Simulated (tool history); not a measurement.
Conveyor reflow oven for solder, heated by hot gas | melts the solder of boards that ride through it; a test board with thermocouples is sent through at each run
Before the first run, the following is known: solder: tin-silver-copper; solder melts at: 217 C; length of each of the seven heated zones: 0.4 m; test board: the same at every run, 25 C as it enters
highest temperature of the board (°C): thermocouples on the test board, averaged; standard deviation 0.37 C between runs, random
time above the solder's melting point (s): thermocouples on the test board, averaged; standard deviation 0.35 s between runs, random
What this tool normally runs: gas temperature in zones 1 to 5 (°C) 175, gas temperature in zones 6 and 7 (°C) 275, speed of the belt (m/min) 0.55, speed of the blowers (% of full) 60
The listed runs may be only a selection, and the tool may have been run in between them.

| run | hour | gas temperature in zones 1 to 5 (°C) | gas temperature in zones 6 and 7 (°C) | speed of the belt (m/min) | speed of the blowers (% of full) | highest temperature of the board (°C) | time above the solder's melting point (s) |
|---|---|---|---|---|---|---|---|
| 1 | 0 | 175 | 275 | 0.55 | 60 | 256.8 | 67.8 |
| 2 | 44.7 | 175 | 275 | 0.55 | 60 | 256.4 | 67.9 |
| 3 | 80.3 | 175 | 275 | 0.55 | 60 | 255.9 | 67.5 |
| 4 | 133.1 | 175 | 275 | 0.55 | 60 | 256.6 | 68.1 |
| 5 | 190.1 | 175 | 275 | 0.55 | 60 | 255.9 | 68.3 |
| 6 | 226.6 | 175 | 275 | 0.55 | 60 | 255.9 | 68.1 |
| 7 | 264 | 175 | 275 | 0.55 | 60 | 256.2 | 67.9 |

Estimate the outcome of run 8 from the log above:
| 8 | 322 | 175 | 278 | 0.55 | 60 | ? | ? |

{"run 8": {"highest temperature of the board (°C)": 258.6, "time above the solder's melting point (s)": 69.8}}
The same run, on a tool lacking any hidden state, would have yielded highest temperature of the board (°C) 257.8, time above the solder's melting point (s) 69.
